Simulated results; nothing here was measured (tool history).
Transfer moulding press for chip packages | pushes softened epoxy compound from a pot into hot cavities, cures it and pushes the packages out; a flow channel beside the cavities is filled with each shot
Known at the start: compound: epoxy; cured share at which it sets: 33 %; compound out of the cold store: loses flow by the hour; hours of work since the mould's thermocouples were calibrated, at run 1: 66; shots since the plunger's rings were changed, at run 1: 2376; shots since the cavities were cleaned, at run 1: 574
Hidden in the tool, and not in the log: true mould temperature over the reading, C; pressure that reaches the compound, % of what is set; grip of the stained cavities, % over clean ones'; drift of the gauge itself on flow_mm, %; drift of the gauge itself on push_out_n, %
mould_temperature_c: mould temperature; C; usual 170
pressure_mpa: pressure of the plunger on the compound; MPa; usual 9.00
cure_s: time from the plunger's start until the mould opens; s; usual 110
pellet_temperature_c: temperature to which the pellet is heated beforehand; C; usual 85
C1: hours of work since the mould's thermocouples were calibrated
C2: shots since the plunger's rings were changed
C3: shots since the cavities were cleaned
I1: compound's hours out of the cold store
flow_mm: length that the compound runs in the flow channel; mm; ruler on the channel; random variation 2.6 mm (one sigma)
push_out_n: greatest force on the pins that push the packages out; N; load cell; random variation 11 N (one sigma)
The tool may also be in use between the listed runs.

Run 1, hour 0.0: usual settings; C1 66; C2 2376; C3 574; I1 46.6. Result: flow_mm 534 mm, push_out_n 529 N.
At hour 8.5: cavities cleaned with cleaning compound and waxed.
Run 2, hour 48.1: usual settings; C1 89; C2 2779; C3 342; I1 41.8. Result: flow_mm 538 mm, push_out_n 519 N.
At hour 81.7: cavities cleaned with cleaning compound and waxed.
Run 3, hour 110.1: usual settings but cure_s 122 s; C1 118; C2 3301; C3 245; I1 47.7. Result: flow_mm 528 mm, push_out_n 449 N.
At hour 154.8: cavities cleaned with cleaning compound and waxed.
Run 4, hour 184.7: usual settings; C1 153; C2 3933; C3 258; I1 27.5. Result: flow_mm 567 mm, push_out_n 530 N.
At hour 194.3: plunger's sealing rings changed.
At hour 230.5: cavities cleaned with cleaning compound and waxed.
Run 5, hour 248.6: usual settings; C1 183; C2 456; C3 156; I1 22.2. Result: flow_mm 579 mm, push_out_n 525 N.
At hour 306.2: cavities cleaned with cleaning compound and waxed.
Run 6, hour 310.1: usual settings but mould_temperature_c 175 C, pressure_mpa 9.19 MPa; C1 212; C2 974; C3 33; I1 17.7. Result: flow_mm 586 mm, push_out_n 466 N.
Run 7, hour 366.3: usual settings; C1 239; C2 1460; C3 519; I1 40.2. Result: flow_mm 542 mm, push_out_n 530 N.
At hour 378.4: cavities cleaned with cleaning compound and waxed.
Run 8, hour 424.7: usual settings but mould_temperature_c 168 C; C1 267; C2 1952; C3 401; I1 16.1. Result: flow_mm 598 mm, push_out_n 597 N.
At hour 450.3: cavities cleaned with cleaning compound and waxed.
Run 9, hour 500.0: usual settings but mould_temperature_c 176 C, pressure_mpa 7.56 MPa, cure_s 97 s, pellet_temperature_c 76 C; C1 302; C2 2589; C3 430; I1 43.7. Result: flow_mm 480 mm, push_out_n 479 N.
At hour 525.2: cavities cleaned with cleaning compound and waxed.
Run 10, hour 559.8: usual settings but cure_s 94 s; C1 331; C2 3093; C3 299; I1 24.0. Result: flow_mm 576 mm, push_out_n 705 N.

4 ways to go on from here, each from the tool as it stands after run 10. What would each give?
At hour 598.3: cavities cleaned with cleaning compound and waxed.
Run A, hour 614.2: usual settings but pressure_mpa 8.63 MPa; C1 356; C2 3550; C3 137; I1 46.5. Result: flow_mm ?, push_out_n ?.
At hour 598.3: cavities cleaned with cleaning compound and waxed.
Run B, hour 614.2: usual settings but pressure_mpa 10.14 MPa, cure_s 127 s, pellet_temperature_c 94 C; C1 356; C2 3550; C3 137; I1 15.1. Result: flow_mm ?, push_out_n ?.
At hour 598.3: cavities cleaned with cleaning compound and waxed.
Run C, hour 614.2: usual settings but pressure_mpa 7.49 MPa, cure_s 104 s, pellet_temperature_c 76 C; C1 356; C2 3550; C3 137; I1 23.6. Result: flow_mm ?, push_out_n ?.
At hour 598.3: cavities cleaned with cleaning compound and waxed.
Run D, hour 614.2: usual settings but mould_temperature_c 168 C, cure_s 133 s, pellet_temperature_c 82 C; C1 356; C2 3550; C3 137; I1 29.4. Result: flow_mm ?, push_out_n ?.

run  flow_mm  push_out_n
  A      519         514
  B      636         478
  C      526         576
  D      574         465
Without the tool's hidden state the same runs would have given:
run  flow_mm  push_out_n
  A      520         513
  B      636         476
  C      526         573
  D      575         464

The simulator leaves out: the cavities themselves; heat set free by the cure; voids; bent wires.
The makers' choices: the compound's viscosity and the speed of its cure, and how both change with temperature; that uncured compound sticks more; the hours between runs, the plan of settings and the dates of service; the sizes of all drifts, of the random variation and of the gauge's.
